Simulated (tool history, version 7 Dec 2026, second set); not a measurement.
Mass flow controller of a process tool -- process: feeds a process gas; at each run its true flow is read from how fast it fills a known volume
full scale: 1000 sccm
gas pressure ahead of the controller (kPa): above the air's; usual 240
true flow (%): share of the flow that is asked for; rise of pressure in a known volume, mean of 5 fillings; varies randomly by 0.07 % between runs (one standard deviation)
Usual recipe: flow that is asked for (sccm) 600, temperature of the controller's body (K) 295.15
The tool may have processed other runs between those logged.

run    hour  flow that is asked for (sccm)  gas pressure ahead of the controller (kPa)  temperature of the controller's body (K)  true flow (%)
  1     0.0                            600                                         240                                    295.15          99.28
  2   174.7                            600                                         240                                    295.15          99.21
  3   357.8                            361                                         240                                    295.15          98.58
  4   561.8                            600                                         240                                    310.15          98.08
  5   689.6                            169                                         240                                    295.15          97.37
  6   801.1                            600                                         240                                    302.15          98.65
  7   955.7                            600                                         240                                    302.15          98.71
  8  1098.8                            600                                         240                                    302.15          98.64
  9  1297.4                            600                                         240                                    302.15          98.87
 10  1472.8                            600                                         240                                    302.15          98.81
 11  1618.3                            600                                         240                                    302.15          98.83
 12  1735.5                            600                                         240                                    295.15          99.31
 13  1826.4                            600                                         240                                    299.15          99.06
 14  1985.0                            600                                         240                                    299.15          99.09
 15  2120.8                            600                                         240                                    299.15          99.12
 16  2292.9                            600                                         240                                    299.15          99.08
     2305.5  -- controller's zero set anew
 17  2503.8                            600                                         240                                    299.15          98.75
 18  2697.7                            955                                         248                                    296.15          99.76
 19  2785.4                            955                                         248                                    296.15          99.68
 20  2949.3                            955                                         248                                    296.15          99.68
     2987.0  -- controller's zero set anew, once more
 21  3073.6                            955                                         248                                    296.15         100.15
 22  3274.6                            133                                         266                                    305.15          97.85
 23  3487.6                            244                                         252                                    295.15          99.32
 24  3592.1                            244                                         252                                    295.15          99.28
 25  3802.7                            244                                         252                                    295.15          99.19

5 ways to go on from here, each from the tool as it stands after run 25. What would each give?
  A  3896.5                            496                                         180                                    295.15              ?
  B  3896.5                            725                                         147                                    299.15              ?
  C  3896.5                            600                                         144                                    295.15              ?
  D  3896.5                            125                                         141                                    293.15              ?
  E  3896.5                            244                                         227                                    295.15              ?

run  true flow (%)
  A         100.36
  B         100.68
  C         100.71
  D          99.63
  E          99.28
The same runs, with their run-to-run variation unchanged, on a tool lacking any hidden condition would have given:
run  true flow (%)
  A          99.72
  B          99.99
  C         100.05
  D          99.47
  E          98.81
